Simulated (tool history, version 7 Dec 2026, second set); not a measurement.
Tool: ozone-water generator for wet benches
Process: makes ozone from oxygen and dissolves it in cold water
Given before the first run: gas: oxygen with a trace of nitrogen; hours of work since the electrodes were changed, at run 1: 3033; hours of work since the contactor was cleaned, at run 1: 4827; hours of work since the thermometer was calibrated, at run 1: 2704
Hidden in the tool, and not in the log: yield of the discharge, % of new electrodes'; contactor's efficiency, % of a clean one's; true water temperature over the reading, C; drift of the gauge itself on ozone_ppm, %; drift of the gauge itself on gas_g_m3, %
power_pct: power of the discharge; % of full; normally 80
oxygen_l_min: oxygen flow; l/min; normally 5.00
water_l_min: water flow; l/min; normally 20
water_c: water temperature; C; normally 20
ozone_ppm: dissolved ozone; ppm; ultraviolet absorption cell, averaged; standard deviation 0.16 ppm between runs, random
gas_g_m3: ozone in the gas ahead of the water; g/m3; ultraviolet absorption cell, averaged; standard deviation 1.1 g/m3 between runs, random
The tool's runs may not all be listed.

run      day  power_pct  oxygen_l_min  water_l_min  water_c  hours of work since the electrodes were changed  hours of work since the contactor was cleaned  hours of work since the thermometer was calibrated  ozone_ppm  gas_g_m3
  1    0.000         80          5.00           20       20                                             3033                                           4827                                                2704       17.6     173.8
  2    6.029         80          5.00           12       20                                             3124                                           4918                                                2795       25.6     172.4
  3    9.992         80          5.00           12       20                                             3183                                           4978                                                2855       26.1     173.5
  4   14.533         80          5.00           12       20                                             3252                                           5047                                                2923       25.5     173.1
  5   21.596         80          5.00           12       20                                             3359                                           5153                                                3030       25.7     171.7
  6   25.950         80          5.00           12       20                                             3424                                           5219                                                3096       25.4     171.1
      32.262  -- contactor cleaned
  7   32.262         80          5.00           12       20                                             3517                                              0                                                3188       26.0     169.5
  8   39.575         80          5.00           12       20                                             3627                                            110                                                3299       26.4     169.1
  9   42.729         80          5.00           20       20                                             3675                                            158                                                3346       18.1     167.5
 10   49.038         80          5.00           20       20                                             3770                                            253                                                3442       18.2     167.8
 11   52.950         80          5.00           24       20                                             3829                                            312                                                3501       15.6     165.7
 12   58.429         80          5.00           24       20                                             3912                                            395                                                3583       15.4     167.7
 13   61.783         80          5.00           24       20                                             3963                                            446                                                3634       15.4     166.3
 14   65.575         80          5.00           24       20                                             4020                                            503                                                3691       15.0     167.6
      68.033  -- water thermometer calibrated
 15   70.112         80          5.00           24       20                                             4088                                            571                                                  31       15.1     165.7
 16   75.850         80          5.00           28       20                                             4175                                            658                                                 118       13.0     163.9
 17   78.825         56          7.25           20       20                                             4220                                            702                                                 163       12.8     101.2
 18   83.242         56          7.25           20       20                                             4286                                            769                                                 230       13.0      99.7
 19   89.608         80          5.89           20       15                                             4382                                            865                                                 326       18.0     146.1
 20   93.892         80          7.75           14       20                                             4447                                            930                                                 390       20.4     120.5
 21  100.829         80          4.05           19       23                                             4552                                           1035                                                 495       17.7     185.5
 22  104.054         70          5.00           20       20                                             4600                                           1083                                                 544       15.8     147.1
 23  107.525         92          3.13           16       15                                             4653                                           1136                                                 596       24.8     240.4
 24  113.121         47          6.53           21       17                                             4737                                           1220                                                 681       11.4      94.2
 25  116.142         47          6.53           21       17                                             4783                                           1266                                                 726       11.7      95.6
 26  121.988         47          3.99           16       15                                             4871                                           1354                                                 814       16.2     131.2
 27  126.471         47          3.99           16       15                                             4939                                           1422                                                 882       15.8     130.6
 28  132.658         61          3.99           26       15                                             5032                                           1515                                                 975       11.9     154.3
 29  135.767         61          7.83           15       15                                             5079                                           1562                                                1022       17.6      96.8
 30  142.708         61          7.83           15       15                                             5184                                           1667                                                1127       17.5      97.5
 31  149.433         67          8.40           15       23                                             5285                                           1768                                                1229       15.0      98.2
 32  153.612         67          8.40           15       23                                             5348                                           1831                                                1292       15.0      96.2

Predict each of these 3 candidate next runs independently; none follows another, all start after run 32:
  A  158.425         49          8.40           15       23                                             5421                                           1904                                                1364          ?         ?
  B  158.425         67          5.79           20       20                                             5421                                           1904                                                1364          ?         ?
  C  158.425         77          8.40           30       23                                             5421                                           1904                                                1364          ?         ?

run  ozone_ppm  gas_g_m3
  A       12.3      79.2
  B       14.3     125.4
  C        9.8     106.0
Without the tool's hidden state the same runs would have given:
run  ozone_ppm  gas_g_m3
  A       14.9      93.9
  B       18.2     156.1
  C       12.9     134.8
